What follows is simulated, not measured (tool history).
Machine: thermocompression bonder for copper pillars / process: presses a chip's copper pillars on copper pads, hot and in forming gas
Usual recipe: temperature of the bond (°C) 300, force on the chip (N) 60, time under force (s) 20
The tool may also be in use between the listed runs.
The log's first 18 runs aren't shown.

run	day	temperature of the bond (°C)	force on the chip (N)	time under force (s)	force that shears a chip off (N)
19	52.817	295	60	24	32.3
20	55.221	304	47	20	26.8
21	58.433	304	47	20	26.8
# day 59.042: heater calibrated with a thermocouple chip
# day 60.471: forming gas filter changed
22	60.683	304	47	20	33.3
23	62.971	304	47	20	32.9
24	65.812	304	43	18	28.0
25	69.154	285	65	24	32.8
26	72.025	285	65	24	31.4
27	75.525	302	68	36	44.5
# day 76.838: forming gas filter changed
28	79.279	282	68	36	37.3
29	82.500	282	68	36	35.7
30	84.738	320	85	13	45.2
31	87.942	328	60	47	56.7
32	90.779	328	60	47	54.0

Forecast run 33:
# day 93.062: heater calibrated with a thermocouple chip
# day 93.458: forming gas filter changed
33	93.733	300	46	28	?

{"run 33": {"force that shears a chip off (N)": 35.3}}
If the tool had no hidden condition, the same run with the same run-to-run variation would have returned force that shears a chip off (N) 36.4.
